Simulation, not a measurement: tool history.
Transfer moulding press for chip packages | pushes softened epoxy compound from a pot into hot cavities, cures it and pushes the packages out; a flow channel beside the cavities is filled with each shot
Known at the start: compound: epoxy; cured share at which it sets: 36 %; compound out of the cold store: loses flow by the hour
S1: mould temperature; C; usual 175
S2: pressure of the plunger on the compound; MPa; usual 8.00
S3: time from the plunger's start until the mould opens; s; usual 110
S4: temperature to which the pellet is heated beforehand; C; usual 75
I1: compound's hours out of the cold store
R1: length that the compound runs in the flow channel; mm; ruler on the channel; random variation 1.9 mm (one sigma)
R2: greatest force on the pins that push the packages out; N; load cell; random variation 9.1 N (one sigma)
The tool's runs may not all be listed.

run    day   S1    S2   S3  S4    I1   R1   R2
  1  0.000  175  8.00  110  75  27.9  781  790
  2  0.429  175  8.00  101  75  36.7  768  945
     0.650  -- cavities cleaned with cleaning compound and waxed
  3  0.796  175  8.00  101  79  23.7  792  522
  4  1.179  175  8.00  101  79  37.0  764  563
  5  1.617  175  8.00  110  75  45.0  746  513
  6  1.867  175  8.00  110  75  13.7  812  565
  7  2.112  175  8.00  110  75  26.6  782  607
  8  2.571  175  8.00  110  75  11.4  816  654
  9  2.908  175  8.00  110  75   8.4  823  676
 10  3.258  175  8.00  110  75  33.1  767  661
 11  3.538  175  9.87  110  75  43.3  829  695
 12  3.783  175  8.00  110  75  34.5  764  739
 13  4.233  175  8.00  110  75  16.9  800  756
 14  4.608  175  8.00  110  75  12.5  811  785
 15  4.900  175  8.00  110  75  34.4  762  773
 16  5.354  175  8.00  110  75  31.1  769  799
     5.625  -- cavities cleaned with cleaning compound and waxed
 17  5.667  180  8.00  104  75  33.6  749  378
 18  6.017  180  8.00  104  75  16.3  783  436
 19  6.408  175  9.37   98  67  25.3  847  687
 20  6.804  179  6.03  123  72  40.1  641  433
     6.925  -- mould's thermocouples calibrated
 21  7.179  175  8.00   99  67  39.8  750  707

The next listed run, before its measurement:
 22  7.529  175  9.50  120  67  25.0   ?   ?

R1: 852 mm
R2: 579 N
Without the tool's hidden state the same run would have given R1 876 mm, R2 386 N.
